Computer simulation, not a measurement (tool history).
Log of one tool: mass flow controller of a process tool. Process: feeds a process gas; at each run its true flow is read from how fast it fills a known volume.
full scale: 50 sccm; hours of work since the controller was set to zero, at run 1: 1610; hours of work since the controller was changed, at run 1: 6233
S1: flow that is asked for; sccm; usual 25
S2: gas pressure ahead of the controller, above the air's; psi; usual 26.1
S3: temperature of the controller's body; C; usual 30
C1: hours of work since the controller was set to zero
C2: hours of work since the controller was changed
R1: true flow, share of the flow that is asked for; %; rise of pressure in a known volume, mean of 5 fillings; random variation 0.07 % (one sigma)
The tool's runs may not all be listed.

Run 1, hour 0: usual settings; C1 1610; C2 6233. Result: R1 98.64 %.
Run 2, hour 125.3: usual settings but S2 24.9 psi; C1 1691; C2 6314. Result: R1 98.63 %.
Run 3, hour 363.3: usual settings but S2 24.9 psi; C1 1844; C2 6467. Result: R1 98.83 %.
Run 4, hour 554: usual settings but S2 24.9 psi; C1 1967; C2 6590. Result: R1 98.6 %.
Run 5, hour 788: usual settings but S2 24.9 psi; C1 2118; C2 6741. Result: R1 98.58 %.
Run 6, hour 1029.9: usual settings but S2 24.9 psi; C1 2274; C2 6897. Result: R1 98.9 %.
Run 7, hour 1272.2: usual settings but S2 22.9 psi; C1 2430; C2 7053. Result: R1 98.81 %.
Run 8, hour 1435.4: usual settings but S2 22.9 psi; C1 2535; C2 7158. Result: R1 98.62 %.
Run 9, hour 1548.1: usual settings but S3 20 C; C1 2608; C2 7231. Result: R1 99.72 %.
Run 10, hour 1746.6: usual settings but S3 25 C; C1 2736; C2 7359. Result: R1 99.25 %.
Run 11, hour 1899.7: usual settings but S3 25 C; C1 2835; C2 7457. Result: R1 99.34 %.
Run 12, hour 2150.4: usual settings but S2 23.5 psi, S3 25 C; C1 2996; C2 7619. Result: R1 99.26 %.
Run 13, hour 2287.2: usual settings but S2 23.5 psi, S3 25 C; C1 3084; C2 7707. Result: R1 99.19 %.
Run 14, hour 2456.1: usual settings but S1 11 sccm, S2 26.5 psi, S3 26 C; C1 3193; C2 7816. Result: R1 98.73 %.
Run 15, hour 2631.6: usual settings but S1 7 sccm, S2 37.6 psi, S3 32 C; C1 3306; C2 7929. Result: R1 97.57 %.
Run 16, hour 2854.6: usual settings but S1 7 sccm, S2 37.6 psi, S3 32 C; C1 3450; C2 8073. Result: R1 97.7 %.
Run 17, hour 3060.9: usual settings but S1 7 sccm, S2 37.6 psi, S3 32 C; C1 3583; C2 8206. Result: R1 97.74 %.
Run 18, hour 3276.2: usual settings but S1 7 sccm, S2 25.8 psi, S3 37 C; C1 3722; C2 8344. Result: R1 97.29 %.

The next listed run, before its measurement:
Run 19, hour 3459.8: usual settings but S2 25.7 psi, S3 29 C; C1 3840; C2 8463. Result: R1 ?.

{"run 19": {"R1": 98.78}}
Without the tool's hidden state the same run would have given R1 98.77 %.
